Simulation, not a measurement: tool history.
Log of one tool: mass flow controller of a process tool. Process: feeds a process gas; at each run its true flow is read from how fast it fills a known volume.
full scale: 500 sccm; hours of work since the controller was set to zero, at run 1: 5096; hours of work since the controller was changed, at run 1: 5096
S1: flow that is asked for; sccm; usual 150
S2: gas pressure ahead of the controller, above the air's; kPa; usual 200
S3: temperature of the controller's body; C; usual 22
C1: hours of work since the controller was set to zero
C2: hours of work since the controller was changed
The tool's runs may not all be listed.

{"run": 1, "hour": 0.0, "S1": 150, "S2": 200, "S3": 22, "C1": 5096, "C2": 5096, "true flow (%)": 97.82}
{"hour": 138.4, "done": "controller exchanged for a calibrated one"}
{"run": 2, "hour": 232.3, "S1": 150, "S2": 190, "S3": 22, "C1": 57, "C2": 57, "true flow (%)": 97.56}
{"run": 3, "hour": 719.2, "S1": 150, "S2": 200, "S3": 36, "C1": 353, "C2": 353, "true flow (%)": 98.85}
{"run": 4, "hour": 1135.7, "S1": 150, "S2": 200, "S3": 36, "C1": 606, "C2": 606, "true flow (%)": 98.81}
{"run": 5, "hour": 1450.8, "S1": 150, "S2": 200, "S3": 36, "C1": 797, "C2": 797, "true flow (%)": 98.95}
{"run": 6, "hour": 1809.5, "S1": 150, "S2": 200, "S3": 22, "C1": 1015, "C2": 1015, "true flow (%)": 97.6}
{"run": 7, "hour": 2149.6, "S1": 150, "S2": 200, "S3": 22, "C1": 1222, "C2": 1222, "true flow (%)": 97.61}
{"run": 8, "hour": 2586.3, "S1": 150, "S2": 200, "S3": 22, "C1": 1487, "C2": 1487, "true flow (%)": 97.54}
{"run": 9, "hour": 2784.6, "S1": 150, "S2": 200, "S3": 22, "C1": 1608, "C2": 1608, "true flow (%)": 97.62}
{"run": 10, "hour": 3028.2, "S1": 113, "S2": 224, "S3": 21, "C1": 1756, "C2": 1756, "true flow (%)": 97.4}
{"run": 11, "hour": 3513.9, "S1": 167, "S2": 200, "S3": 35, "C1": 2051, "C2": 2051, "true flow (%)": 98.83}
{"run": 12, "hour": 3980.2, "S1": 167, "S2": 200, "S3": 35, "C1": 2334, "C2": 2334, "true flow (%)": 98.78}
{"run": 13, "hour": 4205.4, "S1": 150, "S2": 159, "S3": 22, "C1": 2471, "C2": 2471, "true flow (%)": 97.47}
{"run": 14, "hour": 4607.3, "S1": 74, "S2": 200, "S3": 29, "C1": 2715, "C2": 2715, "true flow (%)": 97.96}

Forecast each of these 4 alternatives for the next run:
{"run": "A", "hour": 4888.5, "S1": 79, "S2": 256, "S3": 36, "C1": 2886, "C2": 2886, "true flow (%)": "?"}
{"run": "B", "hour": 4888.5, "S1": 74, "S2": 200, "S3": 34, "C1": 2886, "C2": 2886, "true flow (%)": "?"}
{"run": "C", "hour": 4888.5, "S1": 148, "S2": 251, "S3": 22, "C1": 2886, "C2": 2886, "true flow (%)": "?"}
{"run": "D", "hour": 4888.5, "S1": 83, "S2": 268, "S3": 28, "C1": 2886, "C2": 2886, "true flow (%)": "?"}

run=A true_flow_(%)=98.68
run=B true_flow_(%)=98.24
run=C true_flow_(%)=97.78
run=D true_flow_(%)=98.07
Without the tool's hidden state the same runs would have given:
run=A true_flow_(%)=98.65
run=B true_flow_(%)=98.21
run=C true_flow_(%)=97.76
run=D true_flow_(%)=98.05

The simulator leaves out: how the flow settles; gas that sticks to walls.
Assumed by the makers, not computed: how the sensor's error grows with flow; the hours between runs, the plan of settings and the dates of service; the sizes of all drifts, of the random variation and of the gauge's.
